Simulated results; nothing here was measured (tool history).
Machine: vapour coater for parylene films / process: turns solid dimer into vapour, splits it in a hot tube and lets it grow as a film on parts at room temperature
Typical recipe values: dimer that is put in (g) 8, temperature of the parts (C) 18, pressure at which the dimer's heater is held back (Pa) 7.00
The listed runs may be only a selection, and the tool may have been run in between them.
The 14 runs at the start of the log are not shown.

run,day,dimer that is put in (g),temperature of the parts (C),pressure at which the dimer's heater is held back (Pa),hours of work since the trap's valve was overhauled,hours of work since the table's thermometer was calibrated,thickness of the film (µm)
15,7.179,8,21,4.02,334,408,5.09
16,7.729,4,18,7.00,343,417,2.62
17,8.338,8,18,7.00,352,426,5.27
# day 8.412: table's thermometer calibrated
18,9.146,8,18,7.00,364,11,5.35
19,9.483,8,21,7.00,369,16,4.69
# day 9.621: table's thermometer calibrated, once more
20,10.192,8,21,7.00,379,9,4.60
21,10.638,8,11,7.00,386,16,6.83
22,11.312,10,18,7.00,396,26,6.53
23,12.079,10,18,7.00,408,38,6.48
24,12.483,8,22,4.80,414,44,4.63
25,12.817,8,14,10.22,419,49,5.69
26,13.392,10,18,5.40,428,58,6.72
27,13.971,8,18,2.44,437,67,6.21
28,14.429,5,20,2.74,444,74,3.46
29,15.058,13,11,4.12,454,83,12.02
30,15.725,12,20,7.26,464,94,6.99
31,16.167,12,20,7.26,471,100,6.98
32,16.750,6,25,7.26,480,109,2.88
33,17.446,6,25,6.93,490,120,2.91
34,17.788,6,25,6.93,496,125,2.85
35,18.329,6,25,6.93,504,134,2.86
36,18.975,6,25,6.93,514,144,2.86

Below are 4 alternative next runs, each starting from the tool's condition after run 36. Predict each:
A,19.571,8,15,11.51,523,153,?
B,19.571,7,25,6.05,523,153,?
C,19.571,4,28,7.00,523,153,?
D,19.571,7,18,6.72,523,153,?

run,thickness of the film (µm)
A,5.29
B,3.45
C,1.71
D,4.40
Stripped of hidden state, with their random variation kept, the same runs would have yielded:
run,thickness of the film (µm)
A,5.83
B,3.80
C,1.89
D,4.86
